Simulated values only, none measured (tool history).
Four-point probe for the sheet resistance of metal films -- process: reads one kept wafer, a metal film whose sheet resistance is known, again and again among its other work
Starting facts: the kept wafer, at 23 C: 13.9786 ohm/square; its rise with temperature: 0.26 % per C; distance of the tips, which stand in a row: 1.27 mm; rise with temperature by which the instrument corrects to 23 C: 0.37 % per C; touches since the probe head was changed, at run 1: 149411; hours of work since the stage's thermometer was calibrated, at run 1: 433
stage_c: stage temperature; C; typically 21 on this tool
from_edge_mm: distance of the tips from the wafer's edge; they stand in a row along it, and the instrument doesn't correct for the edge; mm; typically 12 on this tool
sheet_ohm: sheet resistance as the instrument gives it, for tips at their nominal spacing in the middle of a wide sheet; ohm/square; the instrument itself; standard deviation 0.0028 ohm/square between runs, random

run    hour  stage_c  from_edge_mm  touches since the probe head was changed  hours of work since the stage's thermometer was calibrated  sheet_ohm
  1       0       21            12                                    149411                                                         433  14.276285
  2    43.3       21            12                                    151067                                                         464  14.278554
      138.3  -- new probe head fitted
  3   140.8       21            12                                        95                                                         531  14.025391
  4   192.4       21            12                                      2073                                                         567  14.027579
  5   249.4       21            12                                      4254                                                         607  14.028852
  6   313.1       29            12                                      6692                                                         652  13.905702
  7   405.2       21            49                                     10218                                                         717  13.959959
  8   468.9       21            12                                     12656                                                         761  14.041794
  9   554.4       21            12                                     15930                                                         821   14.04512
 10   616.4       21            12                                     18303                                                         865  14.048215
 11     713       21            12                                     22002                                                         932  14.053648
 12   774.5       21            12                                     24355                                                         975  14.058101
 13   820.1       21            12                                     26102                                                        1007  14.057112
 14     862       21            12                                     27706                                                        1037  14.059935
 15   917.4       21            12                                     29825                                                        1076  14.065163
 16   977.6       21            12                                     32133                                                        1118  14.067503
 17  1025.2       21            41                                     33955                                                        1151  13.993372
 18  1084.3       21            41                                     36217                                                        1193  14.004084
 19  1135.3       21            41                                     38171                                                        1228  14.001299
 20  1200.9       21            12                                     40680                                                        1274  14.080014
 21  1297.3       21            12                                     44370                                                        1342  14.082577
 22  1364.6       21            12                                     46947                                                        1389  14.090761
 23  1425.7       21            26                                     49286                                                        1432  14.025798
 24  1479.2       26            12                                     51335                                                        1469  14.013117
 25    1565       34            12                                     54619                                                        1529  13.893573
 26    1634       27            53                                     57263                                                        1578  13.927008
 27  1728.5       27            53                                     60880                                                        1644  13.931469
 28  1819.2       30            26                                     64353                                                        1708  13.908828
 29  1875.9       30            26                                     66522                                                        1747  13.901088
 30  1944.6       30            26                                     69154                                                        1796  13.908726
 31  1994.2       30            26                                     71052                                                        1830  13.913973
 32  2082.5       28            54                                     74431                                                        1892  13.938227
 33  2176.4       23             4                                     78027                                                        1958  14.730651
 34  2235.5       21            45                                     80290                                                        1999  14.056302
 35  2304.4       21            45                                     82926                                                        2048  14.060905
 36  2356.5       21            45                                     84921                                                        2084  14.063819
 37  2455.5       21            45                                     88711                                                        2154  14.069035
 38  2546.3       21            45                                     92187                                                        2217  14.073774
 39  2599.1       21            45                                     94209                                                        2254  14.074967
 40  2679.6       21            35                                     97290                                                        2311  14.082639
 41  2767.5       21            35                                    100658                                                        2372  14.086464
 42  2820.4       25            25                                    102682                                                        2409  14.037815
 43  2907.6       25            25                                    106019                                                        2471  14.040419

Predict each of these 3 candidate next runs independently; none follows another, all start after run 43:
  A  3007.5       32            12                                    109844                                                        2541          ?
  B  3007.5       25             5                                    109844                                                        2541          ?
  C  3007.5       24            29                                    109844                                                        2541          ?

run  sheet_ohm
  A  14.002679
  B  14.495616
  C   14.05812
With the hidden condition removed and each run's random variation left untouched, the same runs would have given:
run  sheet_ohm
  A   13.92337
  B  14.413153
  C  13.977938
